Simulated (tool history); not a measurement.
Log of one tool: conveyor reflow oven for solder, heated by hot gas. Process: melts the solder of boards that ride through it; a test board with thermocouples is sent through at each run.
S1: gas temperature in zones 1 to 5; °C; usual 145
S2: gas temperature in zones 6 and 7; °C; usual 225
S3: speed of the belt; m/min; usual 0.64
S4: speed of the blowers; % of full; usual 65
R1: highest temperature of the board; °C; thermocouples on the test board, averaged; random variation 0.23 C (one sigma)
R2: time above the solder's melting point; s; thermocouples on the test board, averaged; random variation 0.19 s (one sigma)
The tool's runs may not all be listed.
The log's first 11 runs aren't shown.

| run | hour | S1 | S2 | S3 | S4 | R1 | R2 |
|---|---|---|---|---|---|---|---|
| 12 | 242 | 136 | 225 | 0.64 | 65 | 210 | 49.5 |
| 13 | 267.5 | 136 | 225 | 0.64 | 65 | 210.1 | 49.8 |
| 14 | 282.7 | 136 | 225 | 0.64 | 65 | 209.5 | 49.5 |
|  | 289.7 | flux residue cleaned out of gas plates and filters |
| 15 | 312 | 145 | 225 | 0.71 | 65 | 208.2 | 45.8 |
| 16 | 340.1 | 145 | 225 | 0.71 | 65 | 208.6 | 45.9 |
| 17 | 357.1 | 135 | 225 | 0.747 | 65 | 204.6 | 36.1 |
| 18 | 379.6 | 145 | 239 | 0.696 | 65 | 221.2 | 56.7 |
| 19 | 404.6 | 147 | 232 | 0.64 | 88 | 221.6 | 63.6 |
| 20 | 436.2 | 131 | 225 | 0.64 | 64 | 208.7 | 46.7 |
| 21 | 468 | 135 | 228 | 0.731 | 54 | 204.7 | 36.6 |
| 22 | 487.8 | 135 | 238 | 0.568 | 54 | 222.1 | 66.5 |
| 23 | 503.2 | 135 | 238 | 0.568 | 54 | 222.2 | 66.5 |
| 24 | 519.6 | 139 | 220 | 0.64 | 70 | 207.1 | 48.1 |
| 25 | 545.9 | 139 | 220 | 0.64 | 70 | 207.6 | 48.3 |
| 26 | 569 | 145 | 227 | 0.695 | 65 | 211.4 | 49.1 |
| 27 | 584 | 145 | 227 | 0.695 | 65 | 210.8 | 49.1 |
| 28 | 598.9 | 131 | 225 | 0.64 | 65 | 208.6 | 47.4 |
| 29 | 629.7 | 145 | 225 | 0.64 | 63 | 210.8 | 54.1 |
| 30 | 651.6 | 145 | 230 | 0.584 | 90 | 221.8 | 69.6 |
| 31 | 679.4 | 151 | 227 | 0.64 | 65 | 214.2 | 59.3 |
| 32 | 696.8 | 151 | 227 | 0.64 | 65 | 214 | 59.5 |

3 ways to go on from here, each from the tool as it stands after run 32. What would each give?
| A | 714.1 | 154 | 227 | 0.67 | 53 | ? | ? |
| B | 714.1 | 138 | 227 | 0.64 | 56 | ? | ? |
| C | 714.1 | 145 | 230 | 0.749 | 56 | ? | ? |

| run | R1 | R2 |
|---|---|---|
| A | 210.8 | 54.3 |
| B | 209.5 | 49.3 |
| C | 208.6 | 42.6 |
Without the tool's hidden state the same runs would have given:
| run | R1 | R2 |
|---|---|---|
| A | 210.7 | 54.3 |
| B | 209.5 | 49.3 |
| C | 208.6 | 42.6 |

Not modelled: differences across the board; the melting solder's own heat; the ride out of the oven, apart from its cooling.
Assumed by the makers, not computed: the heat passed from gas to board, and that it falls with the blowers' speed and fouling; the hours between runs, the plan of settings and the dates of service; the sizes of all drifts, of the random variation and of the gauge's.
